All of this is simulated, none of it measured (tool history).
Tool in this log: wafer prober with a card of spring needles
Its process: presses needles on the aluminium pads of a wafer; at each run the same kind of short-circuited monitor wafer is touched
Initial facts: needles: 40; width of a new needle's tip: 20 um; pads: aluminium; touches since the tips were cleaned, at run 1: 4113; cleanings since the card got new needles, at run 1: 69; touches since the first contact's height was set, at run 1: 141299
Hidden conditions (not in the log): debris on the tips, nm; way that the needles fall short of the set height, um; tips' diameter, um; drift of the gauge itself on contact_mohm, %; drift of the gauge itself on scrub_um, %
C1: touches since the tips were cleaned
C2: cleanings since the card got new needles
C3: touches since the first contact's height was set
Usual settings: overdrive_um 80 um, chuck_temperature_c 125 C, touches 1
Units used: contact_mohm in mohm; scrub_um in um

run 1 day=0.000 | overdrive_um=80 chuck_temperature_c=125 touches=1 | C1=4113 C2=69 C3=141299 | contact_mohm=390 scrub_um=15.97
-- day=0.367 tips cleaned on abrasive film
-- day=1.258 tips cleaned on abrasive film
run 2 day=1.867 | overdrive_um=80 chuck_temperature_c=125 touches=2 | C1=4880 C2=71 C3=156209 | contact_mohm=324 scrub_um=15.95
-- day=2.183 tips cleaned on abrasive film
run 3 day=2.858 | overdrive_um=84 chuck_temperature_c=125 touches=1 | C1=5440 C2=72 C3=164129 | contact_mohm=382 scrub_um=16.72
-- day=3.012 tips cleaned on abrasive film
-- day=3.858 tips cleaned on abrasive film
run 4 day=4.371 | overdrive_um=80 chuck_temperature_c=125 touches=1 | C1=4096 C2=74 C3=176171 | contact_mohm=387 scrub_um=15.93
-- day=4.671 height of the first contact set anew
-- day=4.842 tips cleaned on abrasive film
-- day=5.667 tips cleaned on abrasive film
run 5 day=5.667 | overdrive_um=82 chuck_temperature_c=125 touches=1 | C1=0 C2=76 C3=7922 | contact_mohm=253 scrub_um=16.15
-- day=6.554 tips cleaned on abrasive film
run 6 day=7.317 | overdrive_um=82 chuck_temperature_c=125 touches=1 | C1=6129 C2=77 C3=21122 | contact_mohm=406 scrub_um=16.19
-- day=7.438 tips cleaned on abrasive film
-- day=8.367 tips cleaned on abrasive film
run 7 day=8.683 | overdrive_um=82 chuck_temperature_c=125 touches=1 | C1=2509 C2=79 C3=31990 | contact_mohm=356 scrub_um=16.10
-- day=9.288 tips cleaned on abrasive film
-- day=10.117 tips cleaned on abrasive film
run 8 day=10.367 | overdrive_um=99 chuck_temperature_c=125 touches=1 | C1=2005 C2=81 C3=45431 | contact_mohm=298 scrub_um=19.49
-- day=10.946 tips cleaned on abrasive film
run 9 day=11.654 | overdrive_um=99 chuck_temperature_c=125 touches=1 | C1=5668 C2=82 C3=55724 | contact_mohm=360 scrub_um=19.51
-- day=11.779 tips cleaned on abrasive film
-- day=12.625 tips cleaned on abrasive film
-- day=12.746 height of the first contact set anew, once more
run 10 day=13.371 | overdrive_um=99 chuck_temperature_c=125 touches=1 | C1=5887 C2=84 C3=5023 | contact_mohm=344 scrub_um=20.20
-- day=13.500 tips cleaned on abrasive film
-- day=14.308 tips cleaned on abrasive film
run 11 day=14.379 | overdrive_um=99 chuck_temperature_c=125 touches=1 | C1=551 C2=86 C3=13019 | contact_mohm=250 scrub_um=20.18
-- day=15.171 tips cleaned on abrasive film
run 12 day=15.617 | overdrive_um=80 chuck_temperature_c=26 touches=1 | C1=3578 C2=87 C3=22935 | contact_mohm=354 scrub_um=16.27
-- day=16.021 tips cleaned on abrasive film
-- day=16.846 tips cleaned on abrasive film
run 13 day=17.496 | overdrive_um=80 chuck_temperature_c=26 touches=1 | C1=5217 C2=89 C3=37916 | contact_mohm=400 scrub_um=16.21
-- day=17.712 tips cleaned on abrasive film
-- day=18.529 tips cleaned on abrasive film
run 14 day=18.700 | overdrive_um=80 chuck_temperature_c=26 touches=1 | C1=1385 C2=91 C3=47526 | contact_mohm=294 scrub_um=16.17
-- day=19.375 tips cleaned on abrasive film
run 15 day=19.817 | overdrive_um=80 chuck_temperature_c=125 touches=1 | C1=3540 C2=92 C3=56442 | contact_mohm=378 scrub_um=16.16
-- day=20.304 tips cleaned on abrasive film
-- day=21.167 tips cleaned on abrasive film
run 16 day=21.650 | overdrive_um=80 chuck_temperature_c=52 touches=1 | C1=3853 C2=94 C3=71046 | contact_mohm=382 scrub_um=16.11
-- day=22.021 tips cleaned on abrasive film
-- day=22.900 tips cleaned on abrasive film
run 17 day=22.900 | overdrive_um=73 chuck_temperature_c=99 touches=1 | C1=0 C2=96 C3=81005 | contact_mohm=254 scrub_um=14.69
-- day=23.725 tips cleaned on abrasive film
run 18 day=24.200 | overdrive_um=60 chuck_temperature_c=53 touches=2 | C1=3798 C2=97 C3=91410 | contact_mohm=406 scrub_um=12.01
-- day=24.546 tips cleaned on abrasive film
-- day=25.371 tips cleaned on abrasive film
run 19 day=25.371 | overdrive_um=60 chuck_temperature_c=53 touches=2 | C1=0 C2=99 C3=100711 | contact_mohm=248 scrub_um=11.98
-- day=26.342 tips cleaned on abrasive film
run 20 day=26.529 | overdrive_um=76 chuck_temperature_c=102 touches=1 | C1=1489 C2=100 C3=109975 | contact_mohm=314 scrub_um=15.28
-- day=27.192 tips cleaned on abrasive film
run 21 day=27.917 | overdrive_um=92 chuck_temperature_c=95 touches=2 | C1=5791 C2=101 C3=121058 | contact_mohm=318 scrub_um=18.45
-- day=28.079 tips cleaned on abrasive film
-- day=28.946 tips cleaned on abrasive film
run 22 day=29.092 | overdrive_um=64 chuck_temperature_c=125 touches=2 | C1=1172 C2=103 C3=130411 | contact_mohm=304 scrub_um=12.72
-- day=29.862 tips cleaned on abrasive film
-- day=30.704 tips cleaned on abrasive film
run 23 day=30.704 | overdrive_um=80 chuck_temperature_c=28 touches=1 | C1=0 C2=105 C3=143271 | contact_mohm=221 scrub_um=15.99
-- day=31.558 tips cleaned on abrasive film
run 24 day=31.683 | overdrive_um=71 chuck_temperature_c=125 touches=1 | C1=990 C2=106 C3=151100 | contact_mohm=314 scrub_um=14.12
-- day=32.421 tips cleaned on abrasive film
run 25 day=32.525 | overdrive_um=91 chuck_temperature_c=57 touches=1 | C1=853 C2=107 C3=157829 | contact_mohm=271 scrub_um=18.17
-- day=33.325 tips cleaned on abrasive film
run 26 day=33.612 | overdrive_um=73 chuck_temperature_c=43 touches=1 | C1=2287 C2=108 C3=166499 | contact_mohm=374 scrub_um=14.49
-- day=34.225 tips cleaned on abrasive film
run 27 day=34.367 | overdrive_um=73 chuck_temperature_c=43 touches=1 | C1=1141 C2=109 C3=172517 | contact_mohm=299 scrub_um=14.47
-- day=35.088 tips cleaned on abrasive film
-- day=35.100 height of the first contact set anew
-- day=35.975 tips cleaned on abrasive film
run 28 day=35.975 | overdrive_um=85 chuck_temperature_c=31 touches=3 | C1=19 C2=111 C3=6980 | contact_mohm=215 scrub_um=17.33
-- day=36.783 tips cleaned on abrasive film
run 29 day=37.062 | overdrive_um=86 chuck_temperature_c=59 touches=1 | C1=2249 C2=112 C3=15677 | contact_mohm=321 scrub_um=17.54
-- day=37.638 tips cleaned on abrasive film
run 30 day=38.388 | overdrive_um=86 chuck_temperature_c=59 touches=1 | C1=6019 C2=113 C3=26248 | contact_mohm=391 scrub_um=17.50

Alternative continuations, all from the tool just after run 30; predict every row:
-- day=38.558 tips cleaned on abrasive film
-- day=39.379 tips cleaned on abrasive film
run A day=39.975 | overdrive_um=98 chuck_temperature_c=125 touches=3 | C1=4780 C2=115 C3=38924 | contact_mohm=? scrub_um=?
-- day=38.558 tips cleaned on abrasive film
-- day=39.379 tips cleaned on abrasive film
run B day=39.975 | overdrive_um=80 chuck_temperature_c=28 touches=2 | C1=4780 C2=115 C3=38924 | contact_mohm=? scrub_um=?
-- day=38.558 tips cleaned on abrasive film
-- day=39.379 tips cleaned on abrasive film
run C day=39.975 | overdrive_um=62 chuck_temperature_c=124 touches=1 | C1=4780 C2=115 C3=38924 | contact_mohm=? scrub_um=?
-- day=38.558 tips cleaned on abrasive film
-- day=39.379 tips cleaned on abrasive film
run D day=39.975 | overdrive_um=61 chuck_temperature_c=125 touches=1 | C1=4780 C2=115 C3=38924 | contact_mohm=? scrub_um=?
-- day=38.558 tips cleaned on abrasive film
-- day=39.379 tips cleaned on abrasive film
run E day=39.975 | overdrive_um=88 chuck_temperature_c=59 touches=1 | C1=4780 C2=115 C3=38924 | contact_mohm=? scrub_um=?

run=A contact_mohm=268 scrub_um=19.91
run=B contact_mohm=330 scrub_um=16.23
run=C contact_mohm=514 scrub_um=12.59
run=D contact_mohm=534 scrub_um=12.37
run=E contact_mohm=369 scrub_um=17.87
With no hidden state in the tool, these same runs would have given:
run=A contact_mohm=224 scrub_um=19.98
run=B contact_mohm=206 scrub_um=16.30
run=C contact_mohm=233 scrub_um=12.66
run=D contact_mohm=240 scrub_um=12.44
run=E contact_mohm=209 scrub_um=17.94

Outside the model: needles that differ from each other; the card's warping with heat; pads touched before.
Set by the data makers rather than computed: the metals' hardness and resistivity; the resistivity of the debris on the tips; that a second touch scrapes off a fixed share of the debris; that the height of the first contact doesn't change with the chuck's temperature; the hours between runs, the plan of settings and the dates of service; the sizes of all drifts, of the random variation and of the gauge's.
